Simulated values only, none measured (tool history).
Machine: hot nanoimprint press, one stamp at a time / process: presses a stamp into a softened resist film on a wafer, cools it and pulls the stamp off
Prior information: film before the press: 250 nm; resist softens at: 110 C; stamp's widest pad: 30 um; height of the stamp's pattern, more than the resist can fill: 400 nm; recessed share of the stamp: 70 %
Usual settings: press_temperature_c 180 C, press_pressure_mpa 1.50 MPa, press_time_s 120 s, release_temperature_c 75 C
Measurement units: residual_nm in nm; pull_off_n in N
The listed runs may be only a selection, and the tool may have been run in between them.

| run | hour | press_temperature_c | press_pressure_mpa | press_time_s | release_temperature_c | residual_nm | pull_off_n |
|---|---|---|---|---|---|---|---|
| 1 | 0.0 | 180 | 1.50 | 120 | 75 | 110.0 | 267 |
| 2 | 17.5 | 180 | 1.50 | 120 | 80 | 109.1 | 237 |
| 3 | 36.1 | 180 | 1.50 | 177 | 75 | 94.9 | 286 |
|  | 41.3 | plate thermocouple calibrated |
| 4 | 62.4 | 180 | 1.50 | 177 | 75 | 96.2 | 281 |
| 5 | 89.0 | 180 | 1.50 | 177 | 75 | 98.0 | 305 |
| 6 | 107.4 | 180 | 1.50 | 227 | 78 | 88.7 | 283 |
| 7 | 128.6 | 183 | 1.50 | 80 | 69 | 111.6 | 356 |
| 8 | 150.4 | 180 | 2.24 | 71 | 75 | 108.4 | 317 |
|  | 160.9 | plate thermocouple calibrated, once more |
| 9 | 172.0 | 184 | 2.24 | 71 | 78 | 85.5 | 301 |
| 10 | 194.3 | 181 | 2.24 | 71 | 78 | 99.4 | 308 |

4 ways to go on from here, each from the tool as it stands after run 10. What would each give?
| A | 210.9 | 179 | 2.24 | 71 | 64 | ? | ? |
| B | 210.9 | 181 | 2.24 | 71 | 73 | ? | ? |
| C | 210.9 | 178 | 2.24 | 71 | 78 | ? | ? |
| D | 210.9 | 181 | 2.25 | 133 | 67 | ? | ? |

| run | residual_nm | pull_off_n |
|---|---|---|
| A | 110.8 | 433 |
| B | 99.6 | 343 |
| C | 116.3 | 310 |
| D | 80.0 | 406 |
Stripped of hidden state, with their random variation kept, the same runs would have yielded:
| run | residual_nm | pull_off_n |
|---|---|---|
| A | 108.3 | 292 |
| B | 97.2 | 232 |
| C | 113.7 | 210 |
| D | 78.0 | 273 |
